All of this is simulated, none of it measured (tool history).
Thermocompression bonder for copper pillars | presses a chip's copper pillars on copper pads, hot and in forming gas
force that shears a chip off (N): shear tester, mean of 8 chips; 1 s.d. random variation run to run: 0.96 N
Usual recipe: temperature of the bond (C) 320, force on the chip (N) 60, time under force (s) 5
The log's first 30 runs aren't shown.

run    hour  temperature of the bond (C)  force on the chip (N)  time under force (s)  hours of work since the heater was calibrated  hours of work since the force cell was calibrated  hours of work since the gas filter was changed  force that shears a chip off (N)
 31    2000                          347                     45                     5                                            274                                                837                                             115                              93.8
 32  2089.4                          330                     60                    15                                            325                                                888                                             166                             122.6
 33  2139.4                          294                     70                    12                                            353                                                916                                             194                              91.4
 34  2185.7                          346                     41                     7                                            380                                                942                                             221                              97.9
 35    2256                          337                     43                     3                                            420                                                982                                             261                              71.3
 36  2352.8                          337                     43                     3                                            475                                               1037                                             316                              72.1
     2394.8  -- forming gas filter changed
     2412.4  -- force cell calibrated
 37  2446.6                          337                     74                     3                                            527                                                 19                                              29                             100.9
 38  2537.5                          336                     74                     3                                            578                                                 71                                              80                             101.3
 39  2598.4                          324                     72                     3                                            613                                                106                                             115                              87.9

Here are 3 independent what-if runs from the current tool condition. What would each one return?
  A  2696.8                          310                     48                     7                                            669                                                161                                             171                                 ?
  B  2696.8                          328                     65                     5                                            669                                                161                                             171                                 ?
  C  2696.8                          296                     60                     8                                            669                                                161                                             171                                 ?

run  force that shears a chip off (N)
  A                              75.6
  B                              97.4
  C                              77.2
With the hidden condition removed and each run's random variation left untouched, the same runs would have given:
run  force that shears a chip off (N)
  A                              69.1
  B                                92
  C                              70.5
